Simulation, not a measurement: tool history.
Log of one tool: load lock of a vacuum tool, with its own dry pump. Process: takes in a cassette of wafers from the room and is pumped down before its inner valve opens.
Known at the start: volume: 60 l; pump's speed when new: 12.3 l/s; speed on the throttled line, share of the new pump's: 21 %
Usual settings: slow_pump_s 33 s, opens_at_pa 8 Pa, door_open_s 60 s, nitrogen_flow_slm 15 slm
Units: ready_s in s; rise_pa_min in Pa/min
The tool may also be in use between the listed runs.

run	hour	slow_pump_s	opens_at_pa	door_open_s	nitrogen_flow_slm	incoming humidity of the room's air, %	ready_s	rise_pa_min
1	0.0	33	8	60	15	43.4	73.3	0.390
2	386.6	33	8	60	15	45.5	71.8	0.408
3	639.3	33	8	60	15	46.2	72.5	0.415
4	989.8	33	8	60	15	44.2	73.4	0.425
5	1449.5	33	8	60	15	43.9	73.1	0.440
6	1821.7	33	8	60	15	43.7	73.6	0.444
7	2212.2	33	8	60	15	46.8	73.7	0.463
8	2789.2	33	9	60	15	42.3	73.2	0.466
9	3054.3	33	9	60	15	43.7	73.4	0.470
10	3601.8	33	13	60	15	47.3	71.3	0.494
11	4058.5	26	8	60	15	41.5	68.1	0.497
12	4604.2	26	8	60	15	42.0	68.4	0.509
13	4859.7	26	8	60	15	44.9	68.7	0.542
14	5443.7	33	8	60	15	43.1	73.4	0.550
15	5818.5	33	8	60	9	42.2	74.3	0.568
16	6309.5	33	8	60	9	43.2	75.3	0.585
17	6649.3	33	8	60	9	44.6	74.4	0.596
18	6920.1	33	13	60	15	49.0	71.2	0.602
19	7526.7	33	13	60	15	45.5	72.6	0.620
20	7801.5	56	6	27	42	47.9	93.8	0.601
21	8216.2	56	6	27	42	46.8	93.9	0.621
22	8763.0	29	6	106	12	45.4	73.8	0.690
23	9303.5	26	8	63	7	43.7	70.2	0.690
24	9746.7	33	14	30	15	44.3	72.7	0.033
25	10219.8	33	14	30	15	45.5	71.8	0.041
26	10650.2	22	9	109	19	46.1	66.4	0.059
27	11255.5	22	13	109	28	45.1	64.3	0.056
28	11790.7	17	13	158	8	42.8	60.8	0.088
29	12356.4	17	13	158	8	43.5	61.3	0.102
30	12765.2	17	13	41	8	44.3	61.1	0.069
31	13351.1	17	13	41	8	51.5	61.2	0.082
32	13895.8	33	8	60	15	39.8	75.9	0.071
33	14281.9	28	8	27	15	46.1	73.4	0.071
34	14585.3	33	7	60	15	44.9	78.1	0.086
35	15164.0	33	9	72	15	47.5	75.5	0.099
36	15533.2	33	15	123	15	45.9	74.5	0.116

Taken out of this log: 1 entry between the listed runs. Where each belongs, and how the hidden state differs across it:
Between runs 23 and 24: door's seal changed, seat wiped (hour 9661.2)
  pump's speed, % of a new pump's: 93.7 -> 93.4; leak at the door's seal, Pa l/s: 0.6391 -> 0.0036
  measured less the result without the state, ready_s: +2.9 -> +2.6 s; rise_pa_min: +0.637 -> +0.002 Pa/min

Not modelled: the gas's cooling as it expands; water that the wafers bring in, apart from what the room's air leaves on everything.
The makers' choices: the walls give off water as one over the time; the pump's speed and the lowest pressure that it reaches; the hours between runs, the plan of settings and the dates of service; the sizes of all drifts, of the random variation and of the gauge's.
